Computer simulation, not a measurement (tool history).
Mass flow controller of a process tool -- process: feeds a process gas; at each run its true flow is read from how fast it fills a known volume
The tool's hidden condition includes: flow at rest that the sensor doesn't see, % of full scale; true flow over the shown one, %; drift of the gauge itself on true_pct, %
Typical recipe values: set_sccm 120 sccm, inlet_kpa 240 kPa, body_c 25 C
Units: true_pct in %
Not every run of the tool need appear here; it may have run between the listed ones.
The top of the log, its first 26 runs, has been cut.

run,hour,set_sccm,inlet_kpa,body_c,hours of work since the controller was set to zero,hours of work since the controller was changed,true_pct
27,6612.5,120,200,36,1751,6795,100.54
28,6967.4,70,197,34,2002,7046,99.71
29,7122.1,28,166,25,2112,7156,98.19
30,7374.4,28,163,22,2291,7335,97.98
31,7534.4,120,240,24,2404,7448,99.38
32,7864.9,47,210,37,2638,7682,99.91
33,8184.9,47,210,28,2865,7909,99.05
# hour 8208.5: gauge calibrated
34,8434.9,20,240,30,3042,8086,97.55

3 ways to go on from here, each from the tool as it stands after run 34. What would each give?
A,8732.2,38,240,30,3253,8297,?
B,8732.2,196,240,30,3253,8297,?
C,8732.2,50,240,25,3253,8297,?

run,true_pct
A,97.96
B,100.47
C,97.64
Without the tool's unlogged condition, the same runs would have read:
run,true_pct
A,97.74
B,100.25
C,97.41
